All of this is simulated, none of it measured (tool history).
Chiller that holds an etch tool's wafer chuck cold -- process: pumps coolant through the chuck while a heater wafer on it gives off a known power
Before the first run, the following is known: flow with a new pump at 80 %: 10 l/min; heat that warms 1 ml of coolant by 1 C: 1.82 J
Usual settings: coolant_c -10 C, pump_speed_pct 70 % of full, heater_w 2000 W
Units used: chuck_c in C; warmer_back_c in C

run	hour	coolant_c	pump_speed_pct	heater_w	chuck_c	warmer_back_c
1	0.0	-10	70	2000	8.3	7.61
2	137.8	-10	70	2000	8.4	7.63
3	344.5	-10	70	2000	8.3	7.61
4	469.6	-10	70	2000	8.4	7.67
5	598.1	-10	70	1361	2.5	5.19
6	770.2	-10	70	2000	8.4	7.57
7	885.0	-10	70	2000	8.4	7.53
8	1049.7	-19	70	2000	-0.5	7.57
9	1233.7	-3	70	2000	15.4	7.56
10	1364.6	-10	63	2000	9.9	8.45
11	1562.8	-14	63	2000	5.8	8.51
12	1673.1	-11	70	2000	7.3	7.43
13	1810.2	-11	70	2000	7.4	7.45
14	1995.5	-12	70	1611	2.8	5.99
15	2143.6	-14	70	1364	-1.5	5.06
16	2291.0	-14	70	1364	-1.5	5.07
17	2445.4	0	70	1364	12.7	4.98
18	2612.3	-1	94	1517	10.3	3.93
19	2783.0	-1	94	1517	10.2	3.99
20	2903.0	-1	94	1517	10.4	3.90
21	2996.3	-6	87	1361	4.6	3.81
22	3122.6	-13	75	2893	12.2	9.91
23	3261.4	-13	75	2893	12.4	9.99
24	3476.3	-4	70	1434	9.4	5.07
25	3686.6	-4	70	1159	6.7	4.11

Taken out of this log: 3 entries between the listed runs. Where each belongs, and how the hidden state differs across it:
Between runs 13 and 14: coolant pump overhauled (hour 1834.8)
  drift of the gauge itself on warmer_back_c, C: -0.16 -> -0.17
  the result without the hidden state subtracted from the measured one, warmer_back_c: -0.16 -> -0.17 C
Between runs 14 and 15: chiller's thermometer calibrated (hour 2109.2)
  drift of the gauge itself on warmer_back_c, C: -0.17 -> -0.18
  the result without the hidden state subtracted from the measured one, warmer_back_c: -0.17 -> -0.19 C
Between runs 24 and 25: coolant changed, channels flushed (hour 3572.5)
  heat passed by the chuck's channels, % of clean ones': 99.9 -> 100; drift of the gauge itself on warmer_back_c, C: -0.3 -> -0.32
  the result without the hidden state subtracted from the measured one, warmer_back_c: -0.30 -> -0.32 C

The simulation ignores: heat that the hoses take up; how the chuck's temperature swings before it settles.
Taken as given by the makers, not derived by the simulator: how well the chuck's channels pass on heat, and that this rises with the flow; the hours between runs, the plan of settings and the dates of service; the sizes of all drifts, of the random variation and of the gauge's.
